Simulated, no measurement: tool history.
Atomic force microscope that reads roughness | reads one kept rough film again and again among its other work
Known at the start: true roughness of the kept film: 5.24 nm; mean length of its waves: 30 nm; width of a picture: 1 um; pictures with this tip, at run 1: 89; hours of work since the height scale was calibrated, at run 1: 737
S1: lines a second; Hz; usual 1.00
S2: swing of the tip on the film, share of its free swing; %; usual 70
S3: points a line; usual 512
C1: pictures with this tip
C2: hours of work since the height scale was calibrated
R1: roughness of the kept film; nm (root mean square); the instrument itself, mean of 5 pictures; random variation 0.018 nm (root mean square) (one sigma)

run 1 day=0.000 | S1=1.00 S2=70 S3=512 | C1=89 C2=737 | R1=4.268
run 2 day=1.383 | S1=1.00 S2=70 S3=512 | C1=129 C2=763 | R1=4.142
run 3 day=2.408 | S1=1.00 S2=57 S3=512 | C1=158 C2=782 | R1=4.167
run 4 day=3.404 | S1=1.00 S2=58 S3=512 | C1=186 C2=800 | R1=4.122
run 5 day=5.125 | S1=1.00 S2=58 S3=512 | C1=235 C2=832 | R1=4.034
run 6 day=6.908 | S1=1.00 S2=70 S3=512 | C1=286 C2=865 | R1=3.845
-- day=8.467 new tip fitted
run 7 day=8.529 | S1=1.00 S2=70 S3=384 | C1=2 C2=895 | R1=4.408
run 8 day=9.742 | S1=1.00 S2=65 S3=725 | C1=37 C2=917 | R1=4.357
run 9 day=11.112 | S1=1.00 S2=90 S3=725 | C1=76 C2=943 | R1=3.921
run 10 day=12.329 | S1=1.00 S2=90 S3=725 | C1=110 C2=965 | R1=3.851
run 11 day=13.992 | S1=2.36 S2=90 S3=725 | C1=158 C2=996 | R1=3.249
run 12 day=15.583 | S1=2.36 S2=90 S3=725 | C1=203 C2=1025 | R1=3.182
run 13 day=16.883 | S1=1.22 S2=71 S3=941 | C1=240 C2=1050 | R1=3.846
run 14 day=17.975 | S1=1.22 S2=71 S3=941 | C1=271 C2=1070 | R1=3.771

5 ways to go on from here, each from the tool as it stands after run 14. What would each give?
run A day=18.962 | S1=0.67 S2=71 S3=941 | C1=300 C2=1088 | R1=?
run B day=18.962 | S1=1.22 S2=81 S3=941 | C1=300 C2=1088 | R1=?
run C day=18.962 | S1=1.54 S2=58 S3=472 | C1=300 C2=1088 | R1=?
run D day=18.962 | S1=1.22 S2=84 S3=641 | C1=300 C2=1088 | R1=?
run E day=18.962 | S1=1.22 S2=74 S3=842 | C1=300 C2=1088 | R1=?

run=A R1=3.795
run=B R1=3.584
run=C R1=3.794
run=D R1=3.533
run=E R1=3.696
Without the tool's hidden state the same runs would have given:
run=A R1=4.514
run=B R1=4.264
run=C R1=4.514
run=D R1=4.202
run=E R1=4.395

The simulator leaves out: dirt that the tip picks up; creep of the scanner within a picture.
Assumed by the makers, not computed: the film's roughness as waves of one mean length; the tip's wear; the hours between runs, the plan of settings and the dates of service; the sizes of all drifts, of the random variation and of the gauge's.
